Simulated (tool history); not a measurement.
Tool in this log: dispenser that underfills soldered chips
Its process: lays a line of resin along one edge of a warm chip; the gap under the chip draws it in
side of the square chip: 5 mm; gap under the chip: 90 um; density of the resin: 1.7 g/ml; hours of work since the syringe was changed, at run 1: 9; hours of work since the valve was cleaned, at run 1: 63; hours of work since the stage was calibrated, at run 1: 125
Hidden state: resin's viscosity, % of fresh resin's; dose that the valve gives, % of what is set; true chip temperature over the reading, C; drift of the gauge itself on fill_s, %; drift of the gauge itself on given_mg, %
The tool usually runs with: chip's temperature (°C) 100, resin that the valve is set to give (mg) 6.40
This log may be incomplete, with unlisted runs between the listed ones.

run,hour,chip's temperature (°C),resin that the valve is set to give (mg),hours of work since the syringe was changed,hours of work since the valve was cleaned,hours of work since the stage was calibrated,time until the resin shows at the far edge (s),resin that the valve gave (mg)
1,0.0,100,6.40,9,63,125,32.4,6.14
# hour 2.2: new syringe of resin
2,14.5,100,6.40,7,72,134,31.9,6.14
# hour 18.6: new syringe of resin
3,28.3,95,6.40,6,80,142,33.3,6.03
# hour 35.0: new syringe of resin
4,36.6,97,6.40,1,85,147,25.2,6.08
# hour 40.1: dispensing valve cleaned and set on the balance
5,51.0,97,6.40,9,7,155,36.0,6.41
# hour 52.7: new syringe of resin
6,63.2,97,6.40,6,14,162,32.7,6.29
# hour 69.1: new syringe of resin
7,73.9,111,6.40,3,20,168,19.4,6.29
# hour 85.4: new syringe of resin
8,89.4,111,6.40,2,29,177,18.6,6.22
# hour 101.8: new syringe of resin
9,103.0,111,6.40,1,37,185,17.9,6.20
10,114.7,111,6.40,8,44,192,23.6,6.20
# hour 118.5: new syringe of resin
11,129.8,111,6.40,7,53,201,23.1,6.18
# hour 135.0: new syringe of resin
12,141.1,111,6.40,4,60,208,20.0,6.12
13,148.8,108,6.40,8,64,213,26.4,6.11
# hour 151.9: new syringe of resin
14,163.6,108,6.40,7,73,221,23.9,6.04
# hour 168.9: new syringe of resin
15,174.0,100,6.40,3,79,227,25.3,6.01
16,183.0,100,6.90,9,85,233,32.3,6.55
# hour 185.2: new syringe of resin
# hour 187.4: dispensing valve cleaned and set on the balance
17,192.6,100,5.62,4,3,238,28.0,5.66
# hour 202.3: new syringe of resin
18,202.7,100,5.62,0,9,244,22.6,5.55
19,211.7,100,5.62,6,14,249,29.4,5.62
# hour 218.7: new syringe of resin
20,222.4,100,5.62,2,21,255,24.9,5.58
21,233.4,106,6.99,9,27,262,28.0,6.85
# hour 235.0: new syringe of resin
22,247.7,106,6.99,8,36,271,27.1,6.82
# hour 251.5: new syringe of resin
23,256.5,97,6.63,3,41,276,27.7,6.44
# hour 268.7: new syringe of resin
24,270.2,95,6.89,1,49,284,26.4,6.59
25,278.3,111,6.89,6,54,289,21.2,6.69
# hour 284.9: new syringe of resin
26,294.9,87,6.19,6,64,298,40.7,5.92
# hour 301.7: new syringe of resin
27,309.7,115,6.82,5,73,307,19.0,6.52
# hour 318.7: new syringe of resin
28,326.5,108,5.73,5,82,317,22.6,5.33
# hour 333.8: dispensing valve cleaned and set on the balance
# hour 336.7: new syringe of resin
29,340.9,114,6.19,3,4,325,17.6,6.21
30,350.6,108,6.79,8,10,331,25.2,6.74
# hour 353.9: new syringe of resin
31,361.6,111,6.57,5,16,337,19.8,6.47

Branching from run 31: 5 alternative next runs. What would each branch give?
# hour 370.2: new syringe of resin
A,373.8,94,6.75,2,24,345,?,?
# hour 370.2: new syringe of resin
B,373.8,97,6.40,2,24,345,?,?
# hour 370.2: new syringe of resin
C,373.8,97,6.10,2,24,345,?,?
# hour 370.2: new syringe of resin
D,373.8,91,6.13,2,24,345,?,?
# hour 370.2: new syringe of resin
E,373.8,90,5.72,2,24,345,?,?

run,time until the resin shows at the far edge (s),resin that the valve gave (mg)
A,27.7,6.67
B,26.2,6.31
C,26.1,5.98
D,31.1,6.03
E,31.9,5.59
What these runs would have given with no unlogged condition in the tool:
run,time until the resin shows at the far edge (s),resin that the valve gave (mg)
A,26.5,6.77
B,25.1,6.40
C,25.0,6.07
D,29.8,6.12
E,30.6,5.68

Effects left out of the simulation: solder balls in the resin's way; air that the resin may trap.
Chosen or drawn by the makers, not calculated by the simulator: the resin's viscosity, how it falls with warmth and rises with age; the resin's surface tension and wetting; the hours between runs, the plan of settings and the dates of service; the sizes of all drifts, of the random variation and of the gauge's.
